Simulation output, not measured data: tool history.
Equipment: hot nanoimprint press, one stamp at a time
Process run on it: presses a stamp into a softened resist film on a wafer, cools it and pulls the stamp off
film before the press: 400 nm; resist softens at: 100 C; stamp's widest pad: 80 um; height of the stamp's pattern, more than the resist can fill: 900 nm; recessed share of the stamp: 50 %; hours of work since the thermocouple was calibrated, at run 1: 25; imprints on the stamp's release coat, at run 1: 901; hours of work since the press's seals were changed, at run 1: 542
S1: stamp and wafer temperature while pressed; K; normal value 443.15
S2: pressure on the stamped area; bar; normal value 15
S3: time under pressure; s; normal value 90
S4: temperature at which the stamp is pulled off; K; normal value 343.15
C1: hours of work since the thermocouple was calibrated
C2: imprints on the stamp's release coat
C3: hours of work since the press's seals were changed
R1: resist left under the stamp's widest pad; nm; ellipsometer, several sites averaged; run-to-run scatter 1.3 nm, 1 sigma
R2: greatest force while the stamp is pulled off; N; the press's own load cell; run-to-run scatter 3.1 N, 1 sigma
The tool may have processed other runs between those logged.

Run 1, hour 0: usual settings; C1 25; C2 901; C3 542. Result: R1 217.2 nm, R2 205 N.
Run 2, hour 15.9: usual settings but S1 450.15 K; C1 37; C2 968; C3 555. Result: R1 169.7 nm, R2 200 N.
Run 3, hour 36.5: usual settings; C1 54; C2 1054; C3 571. Result: R1 215.7 nm, R2 203 N.
Run 4, hour 46.8: usual settings; C1 62; C2 1097; C3 580. Result: R1 215.3 nm, R2 213 N.
Run 5, hour 61.3: usual settings; C1 73; C2 1157; C3 591. Result: R1 214.1 nm, R2 213 N.
Run 6, hour 80.6: usual settings but S2 22.7 bar; C1 89; C2 1238; C3 607. Result: R1 181.9 nm, R2 221 N.
Run 7, hour 101.6: usual settings; C1 105; C2 1325; C3 623. Result: R1 214.3 nm, R2 233 N.
Run 8, hour 114.7: usual settings; C1 116; C2 1380; C3 634. Result: R1 215.8 nm, R2 230 N.
Run 9, hour 138.3: usual settings; C1 134; C2 1479; C3 652. Result: R1 217.2 nm, R2 240 N.
Run 10, hour 157.4: usual settings; C1 150; C2 1558; C3 667. Result: R1 213.9 nm, R2 242 N.
Run 11, hour 178.8: usual settings; C1 167; C2 1648; C3 684. Result: R1 216.2 nm, R2 250 N.
Run 12, hour 191.4: usual settings; C1 177; C2 1700; C3 694. Result: R1 215.4 nm, R2 248 N.
Run 13, hour 204.2: usual settings; C1 187; C2 1754; C3 705. Result: R1 216.4 nm, R2 251 N.
Run 14, hour 226.4: usual settings but S3 91 s; C1 204; C2 1846; C3 722. Result: R1 215.1 nm, R2 268 N.
Run 15, hour 241.5: usual settings but S3 91 s; C1 216; C2 1909; C3 734. Result: R1 214.3 nm, R2 267 N.
Run 16, hour 265.8: usual settings but S1 447.15 K, S2 12.3 bar, S3 140 s, S4 344.15 K; C1 236; C2 2011; C3 754. Result: R1 173.3 nm, R2 271 N.
At hour 284: stamp cleaned and given a new release coat.
Run 17, hour 286.7: usual settings but S2 18.3 bar, S3 142 s, S4 342.15 K; C1 248; C2 11; C3 765. Result: R1 168.6 nm, R2 157 N.
At hour 294.7: plate thermocouple calibrated.
Run 18, hour 305.6: usual settings but S2 18.3 bar, S3 142 s, S4 342.15 K; C1 9; C2 77; C3 778. Result: R1 171.1 nm, R2 151 N.
Run 19, hour 324.1: usual settings but S1 442.15 K, S2 13.3 bar, S4 345.15 K; C1 23; C2 154; C3 793. Result: R1 234.1 nm, R2 148 N.
Run 20, hour 336.6: usual settings but S1 442.15 K, S2 13.3 bar, S4 345.15 K; C1 33; C2 206; C3 803. Result: R1 236.2 nm, R2 147 N.
Run 21, hour 356: usual settings but S1 442.15 K, S2 13.3 bar, S4 345.15 K; C1 49; C2 287; C3 818. Result: R1 233.7 nm, R2 158 N.
Run 22, hour 372.8: usual settings but S1 446.15 K, S2 13.3 bar, S3 70 s, S4 337.15 K; C1 62; C2 358; C3 831. Result: R1 223.8 nm, R2 183 N.
Run 23, hour 391.4: usual settings but S3 52 s; C1 77; C2 435; C3 846. Result: R1 257.3 nm, R2 175 N.
Run 24, hour 409.3: usual settings but S3 52 s; C1 91; C2 510; C3 860. Result: R1 258.7 nm, R2 171 N.
Run 25, hour 431.2: usual settings but S1 436.15 K, S3 103 s; C1 108; C2 601; C3 878. Result: R1 262.1 nm, R2 190 N.
Run 26, hour 443.7: usual settings but S4 337.15 K; C1 118; C2 653; C3 888. Result: R1 217.3 nm, R2 204 N.
Run 27, hour 459.1: usual settings but S2 23.4 bar, S3 104 s; C1 131; C2 718; C3 900. Result: R1 168.5 nm, R2 184 N.

For run 28, what comes out?
Run 28, hour 481.4: usual settings but S2 23.4 bar, S3 104 s; C1 148; C2 811; C3 918. Result: R1 ?, R2 ?.

R1: 172.9 nm
R2: 198 N
The same run, on a tool lacking any hidden state, would have yielded R1 166.7 nm, R2 150 N.

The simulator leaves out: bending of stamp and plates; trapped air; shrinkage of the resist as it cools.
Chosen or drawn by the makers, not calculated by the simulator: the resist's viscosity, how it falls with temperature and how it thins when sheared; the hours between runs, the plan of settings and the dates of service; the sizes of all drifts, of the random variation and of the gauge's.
